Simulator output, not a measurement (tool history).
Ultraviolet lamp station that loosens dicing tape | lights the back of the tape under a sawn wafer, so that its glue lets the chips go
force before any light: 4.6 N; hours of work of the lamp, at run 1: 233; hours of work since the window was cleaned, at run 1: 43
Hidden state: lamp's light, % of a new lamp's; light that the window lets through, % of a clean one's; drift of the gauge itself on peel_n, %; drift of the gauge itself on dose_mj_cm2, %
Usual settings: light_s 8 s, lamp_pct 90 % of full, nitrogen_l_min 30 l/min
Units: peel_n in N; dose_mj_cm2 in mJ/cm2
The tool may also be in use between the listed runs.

| run | day | light_s | lamp_pct | nitrogen_l_min | hours of work of the lamp | hours of work since the window was cleaned | peel_n | dose_mj_cm2 |
|---|---|---|---|---|---|---|---|---|
| 1 | 0 | 8 | 90 | 30 | 233 | 43 | 0.137 | 545 |
| 2 | 0.417 | 8 | 90 | 30 | 238 | 47 | 0.148 | 546 |
| 3 | 1.004 | 8 | 95 | 30 | 245 | 54 | 0.126 | 583 |
| 4 | 1.804 | 8 | 64 | 30 | 253 | 63 | 0.268 | 389 |
| 5 | 2.333 | 8 | 90 | 60 | 259 | 69 | 0.107 | 545 |
| 6 | 2.867 | 8 | 90 | 30 | 265 | 74 | 0.143 | 544 |
| 7 | 3.862 | 8 | 90 | 30 | 276 | 85 | 0.139 | 543 |
| 8 | 4.396 | 8 | 94 | 30 | 282 | 91 | 0.124 | 563 |
| 9 | 5.271 | 8 | 94 | 30 | 292 | 101 | 0.138 | 570 |
| 10 | 5.929 | 8 | 94 | 30 | 299 | 108 | 0.134 | 567 |
| 11 | 6.812 | 8 | 90 | 30 | 309 | 118 | 0.149 | 549 |
| 12 | 7.462 | 8 | 63 | 30 | 316 | 125 | 0.276 | 384 |
| 13 | 7.992 | 8 | 63 | 30 | 322 | 131 | 0.298 | 382 |
| 14 | 8.946 | 8 | 68 | 30 | 332 | 142 | 0.236 | 412 |
| 15 | 9.512 | 8 | 68 | 30 | 338 | 148 | 0.239 | 407 |
| 16 | 10.046 | 7 | 68 | 30 | 344 | 154 | 0.322 | 362 |
| 17 | 10.979 | 7 | 68 | 30 | 355 | 164 | 0.333 | 357 |
| 18 | 11.604 | 8 | 67 | 30 | 362 | 171 | 0.244 | 409 |
| 19 | 12.292 | 8 | 67 | 30 | 369 | 179 | 0.265 | 403 |
| 20 | 12.733 | 8 | 67 | 30 | 374 | 183 | 0.264 | 401 |
| 21 | 13.404 | 8 | 67 | 30 | 381 | 191 | 0.251 | 409 |
| 22 | 13.875 | 8 | 67 | 30 | 387 | 196 | 0.261 | 409 |
| 23 | 14.612 | 8 | 61 | 30 | 395 | 204 | 0.299 | 372 |
| 24 | 15.312 | 6 | 97 | 53 | 403 | 212 | 0.15 | 444 |
| 25 | 15.754 | 6 | 97 | 53 | 407 | 217 | 0.141 | 445 |
| 26 | 16.429 | 14 | 77 | 15 | 415 | 224 | 0.126 | 818 |
| 27 | 16.921 | 9 | 61 | 49 | 420 | 230 | 0.162 | 419 |
| 28 | 17.658 | 9 | 61 | 49 | 428 | 238 | 0.159 | 415 |
| 29 | 18.3 | 15 | 67 | 43 | 435 | 245 | 0.09 | 763 |
| 30 | 18.733 | 15 | 67 | 43 | 440 | 250 | 0.093 | 764 |
| 31 | 19.683 | 8 | 73 | 13 | 451 | 260 | 0.452 | 442 |
| 32 | 20.404 | 8 | 73 | 13 | 459 | 268 | 0.431 | 443 |
| 33 | 20.962 | 8 | 62 | 16 | 465 | 274 | 0.491 | 373 |
| 34 | 21.75 | 14 | 80 | 29 | 474 | 283 | 0.097 | 845 |
| 35 | 22.246 | 12 | 90 | 30 | 479 | 288 | 0.095 | 816 |
| 36 | 22.812 | 4 | 73 | 30 | 485 | 295 | 0.832 | 226 |
| 37 | 23.312 | 4 | 73 | 30 | 491 | 300 | 0.843 | 218 |
| 38 | 24.133 | 8 | 63 | 24 | 500 | 309 | 0.357 | 387 |
| 39 | 24.838 | 8 | 60 | 25 | 508 | 317 | 0.365 | 362 |
| 40 | 25.788 | 6 | 62 | 56 | 518 | 328 | 0.338 | 283 |
| 41 | 26.596 | 5 | 82 | 28 | 527 | 336 | 0.474 | 312 |
| 42 | 27.408 | 14 | 64 | 38 | 536 | 345 | 0.098 | 676 |
| 43 | 28.283 | 11 | 97 | 38 | 546 | 355 | 0.099 | 815 |

Forecast each of these 5 alternatives for the next run:
| A | 29.004 | 16 | 88 | 30 | 554 | 363 | ? | ? |
| B | 29.004 | 6 | 97 | 17 | 554 | 363 | ? | ? |
| C | 29.004 | 7 | 90 | 30 | 554 | 363 | ? | ? |
| D | 29.004 | 6 | 68 | 27 | 554 | 363 | ? | ? |
| E | 29.004 | 7 | 71 | 30 | 554 | 363 | ? | ? |

| run | peel_n | dose_mj_cm2 |
|---|---|---|
| A | 0.1 | 1066 |
| B | 0.355 | 442 |
| C | 0.191 | 479 |
| D | 0.516 | 309 |
| E | 0.29 | 374 |
Without the tool's hidden state the same runs would have given:
| run | peel_n | dose_mj_cm2 |
|---|---|---|
| A | 0.1 | 1067 |
| B | 0.354 | 443 |
| C | 0.19 | 480 |
| D | 0.514 | 310 |
| E | 0.289 | 374 |
